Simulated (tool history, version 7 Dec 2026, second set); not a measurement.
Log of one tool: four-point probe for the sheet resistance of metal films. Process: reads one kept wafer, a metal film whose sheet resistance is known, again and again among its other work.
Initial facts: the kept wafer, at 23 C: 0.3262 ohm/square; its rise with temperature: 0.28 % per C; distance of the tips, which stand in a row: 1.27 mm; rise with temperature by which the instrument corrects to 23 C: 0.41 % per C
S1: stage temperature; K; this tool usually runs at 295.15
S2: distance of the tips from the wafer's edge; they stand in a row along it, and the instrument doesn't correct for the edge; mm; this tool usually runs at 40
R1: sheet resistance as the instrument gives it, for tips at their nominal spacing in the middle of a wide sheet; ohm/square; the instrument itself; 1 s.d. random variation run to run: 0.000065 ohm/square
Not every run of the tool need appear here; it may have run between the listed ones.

run   hour      S1  S2        R1
  1      0  295.15  40  0.331315
  2   22.5  295.15   4   0.34816
  3   48.7  295.15   4   0.34821
  4     68  295.15   4  0.348368
  5   98.4  295.15   4  0.348295
  6  127.2  295.15   4  0.348419
  7  150.3  295.15   4  0.348536
  8  167.4  295.15   4  0.348559
  9    182  295.15  40  0.331808
 10  198.7  295.15  40  0.331708
 11  228.6  295.15  40    0.3318
 12  250.6  295.15  40  0.331874
 13  279.9  295.15  40   0.33184
 14  294.9  295.15  58  0.331695
 15  322.6  295.15  58  0.331901
 16  342.3  295.15  58  0.331958
 17  361.9  303.15  14  0.329838
 18  394.7  298.15  36  0.330679
 19  410.2  298.15  36  0.330785
 20    444  298.15  30  0.331058
 21  476.4  294.15   8  0.337022
 22  504.9  294.15   8  0.336927
 23  525.2  294.15   8  0.336982
 24  550.3  294.15   8  0.336983
 25  573.2  306.15   7  0.333344
 26  599.2  299.15  16   0.33163
 27  618.8  295.15   3  0.361209
 28  643.2  294.15  36  0.332964
 29  669.6  292.15  23  0.334058
 30  691.7  298.15  18  0.332048
 31  722.6  298.15  18  0.332021
 32    737  295.15  71    0.3324

Branching from run 32: 3 alternative next runs. What would each branch give?
  A  760.8  307.15  55   ?
  B  760.8  293.15  18   ?
  C  760.8  294.15  21   ?

run        R1
  A   0.32761
  B  0.334182
  C  0.333645
What these runs would have given with no unlogged condition in the tool:
run        R1
  A  0.321847
  B  0.328299
  C  0.327771

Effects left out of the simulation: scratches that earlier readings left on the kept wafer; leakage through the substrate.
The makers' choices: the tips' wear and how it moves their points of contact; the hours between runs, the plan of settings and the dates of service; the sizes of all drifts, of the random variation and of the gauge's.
